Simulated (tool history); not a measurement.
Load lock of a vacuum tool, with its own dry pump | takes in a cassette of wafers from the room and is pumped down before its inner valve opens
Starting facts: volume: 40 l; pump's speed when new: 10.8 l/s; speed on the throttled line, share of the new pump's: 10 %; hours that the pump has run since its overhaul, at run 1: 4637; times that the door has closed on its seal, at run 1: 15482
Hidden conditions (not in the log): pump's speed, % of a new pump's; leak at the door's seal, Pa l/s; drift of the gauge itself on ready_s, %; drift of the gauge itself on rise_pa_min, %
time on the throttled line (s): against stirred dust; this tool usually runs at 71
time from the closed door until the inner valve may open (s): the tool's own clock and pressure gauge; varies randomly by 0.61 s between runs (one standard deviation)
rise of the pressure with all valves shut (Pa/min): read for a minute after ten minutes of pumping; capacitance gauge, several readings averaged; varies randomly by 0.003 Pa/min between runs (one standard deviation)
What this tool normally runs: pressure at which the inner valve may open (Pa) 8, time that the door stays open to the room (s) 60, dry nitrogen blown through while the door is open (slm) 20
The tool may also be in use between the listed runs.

| run | hour | time on the throttled line (s) | pressure at which the inner valve may open (Pa) | time that the door stays open to the room (s) | dry nitrogen blown through while the door is open (slm) | hours that the pump has run since its overhaul | times that the door has closed on its seal | incoming humidity of the room's air, % | time from the closed door until the inner valve may open (s) | rise of the pressure with all valves shut (Pa/min) |
|---|---|---|---|---|---|---|---|---|---|---|
| 1 | 0 | 71 | 8 | 60 | 20 | 4637 | 15482 | 44.3 | 100.1 | 0.074 |
| 2 | 100.4 | 71 | 8 | 60 | 20 | 4737 | 15957 | 42.9 | 100.2 | 0.082 |
| 3 | 186.7 | 71 | 8 | 60 | 20 | 4823 | 16366 | 47.4 | 99.5 | 0.082 |
| 4 | 278.4 | 71 | 8 | 181 | 20 | 4915 | 16802 | 46 | 100.7 | 0.116 |
| 5 | 358.3 | 71 | 8 | 181 | 20 | 4995 | 17180 | 44 | 101.3 | 0.105 |
| 6 | 491.5 | 48 | 8 | 60 | 20 | 5128 | 17811 | 43.2 | 79.9 | 0.082 |
| 7 | 584.8 | 48 | 8 | 60 | 20 | 5222 | 18254 | 45.6 | 80.6 | 0.087 |
| 8 | 773.8 | 48 | 8 | 60 | 20 | 5411 | 19150 | 47.1 | 79.8 | 0.093 |
| 9 | 884.2 | 71 | 8 | 74 | 20 | 5521 | 19673 | 46.9 | 101.2 | 0.097 |
| 10 | 979.9 | 71 | 8 | 60 | 8 | 5617 | 20127 | 45.9 | 100.6 | 0.103 |
| 11 | 1159.9 | 43 | 8 | 60 | 20 | 5797 | 20980 | 44.4 | 76.4 | 0.088 |
| 12 | 1303.9 | 43 | 8 | 60 | 20 | 5941 | 21663 | 45 | 76.1 | 0.097 |
| 13 | 1478.2 | 43 | 8 | 60 | 20 | 6115 | 22489 | 46.2 | 75.8 | 0.099 |
| 14 | 1667.2 | 71 | 8 | 60 | 20 | 6304 | 23385 | 46 | 101.3 | 0.095 |
| 15 | 1833.7 | 71 | 8 | 60 | 20 | 6470 | 24174 | 45.9 | 100.3 | 0.095 |
| 16 | 1989.7 | 71 | 8 | 60 | 20 | 6627 | 24914 | 44.4 | 101 | 0.104 |
| 17 | 2151.2 | 71 | 8 | 60 | 20 | 6788 | 25679 | 44 | 100.5 | 0.101 |
| 18 | 2255.6 | 71 | 8 | 60 | 20 | 6892 | 26174 | 43.1 | 102 | 0.095 |
| 19 | 2404.6 | 71 | 9 | 60 | 4 | 7041 | 26880 | 47.2 | 101.3 | 0.134 |
| 20 | 2553.7 | 71 | 9 | 60 | 4 | 7191 | 27587 | 43 | 101.6 | 0.126 |
| 21 | 2734.9 | 71 | 11 | 121 | 20 | 7372 | 28446 | 44.7 | 100.2 | 0.122 |
| 22 | 2857.4 | 71 | 11 | 121 | 20 | 7494 | 29027 | 42.2 | 100.3 | 0.126 |
| 23 | 3022 | 109 | 9 | 60 | 11 | 7659 | 29807 | 42.2 | 135.2 | 0.123 |
| 24 | 3120 | 58 | 9 | 60 | 10 | 7757 | 30272 | 46.4 | 88.6 | 0.123 |
| 25 | 3290.2 | 58 | 9 | 59 | 12 | 7927 | 31078 | 46.8 | 89.8 | 0.125 |
| 26 | 3390.2 | 58 | 9 | 59 | 12 | 8027 | 31552 | 42.5 | 89 | 0.123 |
| 27 | 3497 | 58 | 9 | 59 | 12 | 8134 | 32059 | 46.8 | 89.9 | 0.128 |
| 28 | 3610.6 | 58 | 9 | 59 | 12 | 8247 | 32597 | 45.9 | 89.5 | 0.132 |
| 29 | 3747.2 | 134 | 9 | 60 | 15 | 8384 | 33245 | 46.7 | 154.9 | 0.126 |
| 30 | 3927.8 | 126 | 9 | 60 | 15 | 8565 | 34101 | 43.4 | 150.3 | 0.135 |
| 31 | 4012.7 | 126 | 9 | 60 | 15 | 8650 | 34503 | 47.5 | 150.7 | 0.135 |
| 32 | 4129.6 | 71 | 8 | 60 | 42 | 8766 | 35057 | 43.1 | 100.8 | 0.11 |
| 33 | 4266.4 | 79 | 11 | 228 | 7 | 8903 | 35706 | 45.2 | 107.3 | 0.2 |

Here are 4 independent what-if runs from the current tool condition. What would each one return?
| A | 4395.5 | 106 | 11 | 228 | 17 | 9032 | 36318 | 43.4 | ? | ? |
| B | 4395.5 | 79 | 11 | 228 | 14 | 9032 | 36318 | 45 | ? | ? |
| C | 4395.5 | 97 | 11 | 45 | 7 | 9032 | 36318 | 47.8 | ? | ? |
| D | 4395.5 | 79 | 8 | 42 | 23 | 9032 | 36318 | 43.2 | ? | ? |

| run | time from the closed door until the inner valve may open (s) | rise of the pressure with all valves shut (Pa/min) |
|---|---|---|
| A | 131.6 | 0.169 |
| B | 107.5 | 0.177 |
| C | 124.4 | 0.144 |
| D | 110.6 | 0.12 |
The same runs, with their run-to-run variation unchanged, on a tool lacking any hidden condition would have given:
| run | time from the closed door until the inner valve may open (s) | rise of the pressure with all valves shut (Pa/min) |
|---|---|---|
| A | 129.4 | 0.094 |
| B | 105.1 | 0.102 |
| C | 122.1 | 0.069 |
| D | 108 | 0.044 |
